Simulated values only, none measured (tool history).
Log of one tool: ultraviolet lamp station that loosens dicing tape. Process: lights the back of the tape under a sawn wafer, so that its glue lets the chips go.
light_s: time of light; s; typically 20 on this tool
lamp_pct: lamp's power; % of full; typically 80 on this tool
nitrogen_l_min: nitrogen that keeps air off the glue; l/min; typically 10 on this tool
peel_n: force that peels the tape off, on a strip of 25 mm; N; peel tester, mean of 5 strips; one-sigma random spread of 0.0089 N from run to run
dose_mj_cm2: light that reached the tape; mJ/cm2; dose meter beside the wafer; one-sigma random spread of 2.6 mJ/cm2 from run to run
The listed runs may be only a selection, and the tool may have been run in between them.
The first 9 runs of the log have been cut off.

| run | hour | light_s | lamp_pct | nitrogen_l_min | hours of work of the lamp | hours of work since the window was cleaned | peel_n | dose_mj_cm2 |
|---|---|---|---|---|---|---|---|---|
| 10 | 513.9 | 20 | 80 | 10 | 500 | 500 | 0.748 | 237 |
| 11 | 575.6 | 20 | 80 | 10 | 546 | 546 | 0.767 | 234 |
|  | 587.1 | window cleaned of glue's vapour |
| 12 | 623.4 | 29 | 80 | 10 | 581 | 27 | 0.281 | 381 |
| 13 | 672.8 | 29 | 80 | 10 | 617 | 63 | 0.295 | 375 |
| 14 | 725.5 | 29 | 80 | 10 | 656 | 102 | 0.314 | 369 |
| 15 | 783.4 | 29 | 80 | 10 | 699 | 145 | 0.313 | 352 |
| 16 | 836.1 | 29 | 80 | 10 | 738 | 183 | 0.350 | 340 |
| 17 | 868.0 | 29 | 80 | 10 | 761 | 207 | 0.369 | 338 |
| 18 | 914.4 | 15 | 61 | 4 | 795 | 241 | 2.697 | 130 |
| 19 | 949.8 | 20 | 79 | 10 | 821 | 267 | 0.874 | 223 |
| 20 | 990.1 | 34 | 61 | 10 | 851 | 297 | 0.552 | 281 |
| 21 | 1055.2 | 15 | 64 | 6 | 899 | 345 | 2.491 | 125 |
|  | 1129.7 | lamp changed |
| 22 | 1129.7 | 15 | 64 | 6 | 0 | 399 | 1.510 | 176 |
| 23 | 1174.3 | 15 | 64 | 6 | 33 | 432 | 1.609 | 170 |
| 24 | 1249.3 | 15 | 64 | 6 | 88 | 487 | 1.783 | 167 |
| 25 | 1311.4 | 15 | 64 | 6 | 134 | 533 | 1.800 | 159 |
|  | 1342.1 | window cleaned of glue's vapour |
| 26 | 1391.1 | 20 | 80 | 9 | 192 | 36 | 0.464 | 310 |
| 27 | 1460.3 | 31 | 66 | 4 | 243 | 87 | 0.423 | 376 |
| 28 | 1530.3 | 31 | 66 | 4 | 295 | 139 | 0.433 | 364 |
| 29 | 1606.0 | 27 | 61 | 20 | 351 | 194 | 0.425 | 290 |
| 30 | 1675.6 | 27 | 61 | 20 | 402 | 246 | 0.440 | 277 |
| 31 | 1707.6 | 23 | 85 | 8 | 425 | 269 | 0.419 | 322 |
| 32 | 1774.1 | 32 | 80 | 10 | 474 | 318 | 0.256 | 408 |
| 33 | 1848.6 | 24 | 81 | 12 | 529 | 373 | 0.435 | 294 |

Here are 4 independent what-if runs from the current tool condition. What would each one return?
| A | 1926.3 | 24 | 75 | 12 | 587 | 430 | ? | ? |
| B | 1926.3 | 14 | 81 | 19 | 587 | 430 | ? | ? |
| C | 1926.3 | 17 | 81 | 12 | 587 | 430 | ? | ? |
| D | 1926.3 | 20 | 97 | 10 | 587 | 430 | ? | ? |

| run | peel_n | dose_mj_cm2 |
|---|---|---|
| A | 0.580 | 264 |
| B | 1.200 | 165 |
| C | 0.967 | 201 |
| D | 0.502 | 289 |
Take away the tool's hidden state, keep each run's random variation, and the runs would have read:
| run | peel_n | dose_mj_cm2 |
|---|---|---|
| A | 0.278 | 373 |
| B | 0.614 | 234 |
| C | 0.470 | 284 |
| D | 0.245 | 408 |
